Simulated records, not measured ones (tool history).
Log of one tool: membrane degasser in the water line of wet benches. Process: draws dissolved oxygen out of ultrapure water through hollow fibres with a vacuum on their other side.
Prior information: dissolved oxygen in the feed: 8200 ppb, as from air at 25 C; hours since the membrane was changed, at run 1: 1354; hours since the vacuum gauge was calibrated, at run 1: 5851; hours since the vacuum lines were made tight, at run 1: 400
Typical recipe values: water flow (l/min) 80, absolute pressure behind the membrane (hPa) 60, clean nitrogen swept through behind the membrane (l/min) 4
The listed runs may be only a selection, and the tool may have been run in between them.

run	hour	water flow (l/min)	absolute pressure behind the membrane (hPa)	clean nitrogen swept through behind the membrane (l/min)	hours since the membrane was changed	hours since the vacuum gauge was calibrated	hours since the vacuum lines were made tight	dissolved oxygen in the water behind the degasser (ppb)	pressure that the water loses in the fibres (hPa)
1	0	80	60	4	1354	5851	400	166	560.7
2	24.8	115	60	4	1378	5876	425	281.6	807.8
3	69.1	115	60	4	1423	5921	469	278.2	803.8
4	91.6	54	60	4	1445	5943	491	98	379.5
5	122.2	80	60	11.53	1476	5974	522	91.2	563.5
6	157.8	80	60	11.53	1511	6009	558	89.1	561.5
7	185.9	80	60	11.53	1540	6037	586	89.7	562.5
8	214.3	80	60	11.53	1568	6066	614	88.3	562.8
9	246.8	80	60	4.08	1600	6098	647	164.2	560.3
10	266.4	80	60	4	1620	6118	666	166.3	564.8
11	312.7	109	60	4	1666	6164	712	258.6	761.2
12	351.3	109	60	4	1705	6203	751	257.8	767.2
13	372.9	109	60	4	1727	6224	773	258.1	762.4
14	398.1	109	60	4	1752	6249	798	255.8	767.3
# hour 404: vacuum gauge calibrated
15	433.6	109	60	4	1787	30	833	259.5	762.2
16	460.7	109	85.6	4	1814	57	860	398	768.7
17	482	109	85.6	4	1835	78	881	391.4	761.6
18	502.6	65	46.2	9.2	1856	99	902	47.9	456.2
19	548.7	65	46.2	9.2	1902	145	948	46.3	456.4
20	567.6	91	107.9	1.86	1921	164	967	730.6	636.8
21	599.7	96	100.6	1.71	1953	196	999	730	672.9
22	629.2	54	58.9	3.78	1982	225	1028	102.2	380.6
23	674	87	60	4	2027	270	1073	186.6	610.5
24	696.2	97	46.8	1.81	2049	292	1096	220.2	686.6
25	731	111	130.3	1.64	2084	327	1130	1161	782.1
26	757.9	94	109.2	1.74	2111	354	1157	787.9	657.4
27	778.4	88	60	9.79	2132	374	1178	115.9	621.1
28	803.4	88	60	9.79	2157	399	1203	115.8	614.8
29	830	65	60.8	4.64	2183	426	1229	114.8	457.9
30	876.2	65	60.8	4.64	2229	472	1275	113.5	456.3
31	896.9	65	42.9	1.64	2250	493	1296	109.2	454.5
32	927.4	75	79.8	6.12	2281	523	1327	169.4	530.3

Entry by entry between the runs, the difference in hidden state between the last listed run before and the first listed run after:
Run 14 -> run 15: vacuum gauge calibrated (hour 404)
  nothing in the hidden state changes from one run to the other
